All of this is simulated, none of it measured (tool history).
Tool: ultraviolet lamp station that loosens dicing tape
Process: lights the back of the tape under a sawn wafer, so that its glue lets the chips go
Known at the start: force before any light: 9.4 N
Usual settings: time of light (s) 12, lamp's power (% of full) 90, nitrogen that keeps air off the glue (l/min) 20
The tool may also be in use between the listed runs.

run	hour	time of light (s)	lamp's power (% of full)	nitrogen that keeps air off the glue (l/min)	force that peels the tape off (N)	light that reached the tape (mJ/cm²)
1	0.0	12	90	20	0.235	452
2	13.4	12	90	20	0.245	458
3	38.2	12	90	20	0.242	456
4	55.6	12	70	20	0.331	352
5	73.0	12	70	20	0.344	355
6	95.8	12	70	20	0.336	353
7	121.4	12	70	20	0.331	356
8	143.8	12	93	20	0.234	470
9	173.2	12	93	20	0.236	475
10	196.6	11	93	20	0.260	429
11	226.5	11	93	20	0.268	432
12	241.3	11	93	20	0.257	430
13	256.7	11	93	20	0.254	430
14	283.0	11	93	20	0.261	428
15	296.5	11	93	20	0.253	437

5 ways to go on from here, each from the tool as it stands after run 15. What would each give?
# hour 304.4: window cleaned of glue's vapour
A	310.6	18	81	16	?	?
# hour 304.4: window cleaned of glue's vapour
B	310.6	14	87	36	?	?
# hour 304.4: window cleaned of glue's vapour
C	310.6	14	63	17	?	?
# hour 304.4: window cleaned of glue's vapour
D	310.6	15	90	22	?	?
# hour 304.4: window cleaned of glue's vapour
E	310.6	11	88	20	?	?

run	force that peels the tape off (N)	light that reached the tape (mJ/cm²)
A	0.227	616
B	0.217	520
C	0.335	375
D	0.215	566
E	0.275	408
Without the tool's hidden state the same runs would have given:
run	force that peels the tape off (N)	light that reached the tape (mJ/cm²)
A	0.227	617
B	0.217	520
C	0.334	375
D	0.215	566
E	0.274	409
